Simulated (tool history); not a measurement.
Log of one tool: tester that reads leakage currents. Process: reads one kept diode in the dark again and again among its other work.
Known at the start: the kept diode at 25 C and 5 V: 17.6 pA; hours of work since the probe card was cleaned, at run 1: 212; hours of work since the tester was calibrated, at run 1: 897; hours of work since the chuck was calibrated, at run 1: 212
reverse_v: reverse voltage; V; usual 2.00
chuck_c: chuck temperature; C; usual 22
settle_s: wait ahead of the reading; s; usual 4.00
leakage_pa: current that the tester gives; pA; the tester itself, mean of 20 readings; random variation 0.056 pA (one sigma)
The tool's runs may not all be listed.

| run | hour | reverse_v | chuck_c | settle_s | hours of work since the probe card was cleaned | hours of work since the tester was calibrated | hours of work since the chuck was calibrated | leakage_pa |
|---|---|---|---|---|---|---|---|---|
| 1 | 0.0 | 2.00 | 22 | 4.00 | 212 | 897 | 212 | 8.67 |
| 2 | 75.4 | 2.00 | 22 | 4.00 | 246 | 931 | 246 | 8.74 |
| 3 | 147.0 | 2.00 | 22 | 4.00 | 278 | 964 | 278 | 8.63 |
| 4 | 293.8 | 2.00 | 22 | 4.00 | 345 | 1030 | 345 | 8.64 |
| 5 | 398.3 | 2.00 | 22 | 4.00 | 393 | 1078 | 393 | 8.82 |
| 6 | 538.8 | 2.00 | 22 | 4.00 | 456 | 1142 | 456 | 8.81 |
| 7 | 647.7 | 2.00 | 32 | 4.00 | 506 | 1191 | 506 | 21.94 |
| 8 | 753.0 | 2.00 | 22 | 0.42 | 554 | 1239 | 554 | 10.40 |
| 9 | 860.6 | 2.00 | 22 | 4.00 | 603 | 1288 | 603 | 8.99 |
| 10 | 967.3 | 2.00 | 22 | 4.00 | 651 | 1336 | 651 | 9.02 |
| 11 | 1078.1 | 1.24 | 22 | 4.00 | 701 | 1387 | 701 | 7.07 |
|  | 1091.3 | probe card cleaned and baked |
| 12 | 1196.0 | 1.24 | 22 | 4.00 | 48 | 1439 | 754 | 7.14 |
| 13 | 1313.8 | 1.24 | 22 | 4.00 | 101 | 1492 | 807 | 7.25 |
| 14 | 1403.7 | 1.24 | 22 | 4.00 | 142 | 1533 | 848 | 7.20 |
| 15 | 1512.6 | 2.00 | 52 | 4.00 | 191 | 1583 | 897 | 120.45 |
| 16 | 1630.4 | 2.00 | 22 | 4.00 | 245 | 1636 | 951 | 9.47 |
| 17 | 1709.3 | 2.00 | 22 | 4.00 | 281 | 1672 | 987 | 9.35 |
|  | 1772.0 | probe card cleaned and baked, once more |
| 18 | 1783.6 | 2.00 | 22 | 4.00 | 5 | 1704 | 1019 | 9.04 |
| 19 | 1938.9 | 2.00 | 22 | 4.00 | 76 | 1775 | 1090 | 9.17 |
| 20 | 2037.7 | 2.00 | 22 | 4.00 | 121 | 1820 | 1135 | 9.40 |
| 21 | 2130.7 | 15.59 | 28 | 4.00 | 163 | 1862 | 1177 | 46.58 |
| 22 | 2231.5 | 8.07 | 28 | 4.00 | 209 | 1908 | 1223 | 33.02 |
|  | 2333.5 | chuck's temperature calibrated |
| 23 | 2371.2 | 1.29 | 22 | 4.00 | 271 | 1970 | 17 | 6.95 |
| 24 | 2498.3 | 2.00 | 42 | 4.00 | 329 | 2028 | 75 | 51.55 |
| 25 | 2589.9 | 10.77 | 41 | 4.32 | 371 | 2070 | 116 | 112.92 |
| 26 | 2708.1 | 2.00 | 32 | 4.00 | 424 | 2123 | 170 | 21.89 |
| 27 | 2859.2 | 1.08 | 51 | 1.15 | 493 | 2192 | 239 | 79.46 |
| 28 | 2994.8 | 2.00 | 28 | 4.00 | 555 | 2254 | 300 | 15.60 |
| 29 | 3125.9 | 2.00 | 20 | 0.55 | 614 | 2313 | 360 | 8.62 |
| 30 | 3270.1 | 18.63 | 20 | 1.66 | 680 | 2379 | 425 | 28.46 |
| 31 | 3398.1 | 18.63 | 20 | 1.66 | 738 | 2437 | 484 | 28.65 |
| 32 | 3551.8 | 6.01 | 52 | 2.28 | 808 | 2507 | 553 | 209.55 |
| 33 | 3636.2 | 1.45 | 37 | 3.97 | 846 | 2545 | 592 | 29.79 |
| 34 | 3747.1 | 19.25 | 32 | 1.24 | 896 | 2595 | 642 | 78.73 |
| 35 | 3858.1 | 2.00 | 27 | 0.45 | 947 | 2646 | 693 | 16.02 |
| 36 | 3952.9 | 2.00 | 27 | 0.45 | 990 | 2689 | 736 | 16.09 |
| 37 | 4090.2 | 15.52 | 27 | 0.45 | 1052 | 2751 | 798 | 54.73 |
| 38 | 4184.7 | 15.34 | 58 | 2.00 | 1095 | 2794 | 841 | 546.39 |
| 39 | 4303.4 | 15.34 | 58 | 2.00 | 1149 | 2848 | 895 | 550.89 |
| 40 | 4397.9 | 15.34 | 32 | 3.60 | 1192 | 2891 | 938 | 68.87 |

Forecast each of these 4 alternatives for the next run:
| A | 4522.4 | 11.79 | 47 | 4.00 | 1249 | 2948 | 994 | ? |
| B | 4522.4 | 1.13 | 32 | 3.60 | 1249 | 2948 | 994 | ? |
| C | 4522.4 | 1.24 | 32 | 3.60 | 1249 | 2948 | 994 | ? |
| D | 4522.4 | 11.33 | 37 | 0.69 | 1249 | 2948 | 994 | ? |

| run | leakage_pa |
|---|---|
| A | 203.77 |
| B | 17.40 |
| C | 18.51 |
| D | 93.25 |
Without the tool's hidden state the same runs would have given:
| run | leakage_pa |
|---|---|
| A | 187.01 |
| B | 15.84 |
| C | 16.85 |
| D | 84.35 |
